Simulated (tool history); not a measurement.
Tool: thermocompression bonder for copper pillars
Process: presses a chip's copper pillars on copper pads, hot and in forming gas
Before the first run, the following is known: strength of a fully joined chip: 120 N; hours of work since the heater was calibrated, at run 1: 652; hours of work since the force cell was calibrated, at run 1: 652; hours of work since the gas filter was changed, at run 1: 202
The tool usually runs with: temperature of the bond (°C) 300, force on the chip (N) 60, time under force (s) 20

run,day,temperature of the bond (°C),force on the chip (N),time under force (s),hours of work since the heater was calibrated,hours of work since the force cell was calibrated,hours of work since the gas filter was changed,force that shears a chip off (N)
1,0.000,300,60,20,652,652,202,50.5
# day 0.883: forming gas filter changed
2,2.021,300,60,20,682,682,17,50.1
3,3.488,300,60,20,705,705,39,50.7
4,4.504,300,60,20,720,720,55,50.3
5,6.279,300,60,20,747,747,81,50.8
6,7.275,300,60,20,762,762,96,50.4
7,8.179,300,60,20,775,775,110,50.1
8,9.462,280,61,20,795,795,129,40.2
9,11.262,321,61,54,822,822,157,84.1
10,12.267,276,48,27,837,837,172,38.1
11,14.112,300,56,18,865,865,200,47.1
# day 15.233: forming gas filter changed
12,15.967,328,56,18,893,893,11,62.4
13,17.575,328,56,18,917,917,35,62.1

Describe how what the log doesn't record of the tool's condition differs between the last listed run preceding each entry between runs and the first listed run following it.
Run 1 -> run 2: forming gas filter changed (day 0.883)
  oxide that the forming gas leaves, % of the face: 0.73 -> 0.53
Run 11 -> run 12: forming gas filter changed (day 15.233)
  oxide that the forming gas leaves, % of the face: 0.75 -> 0.51
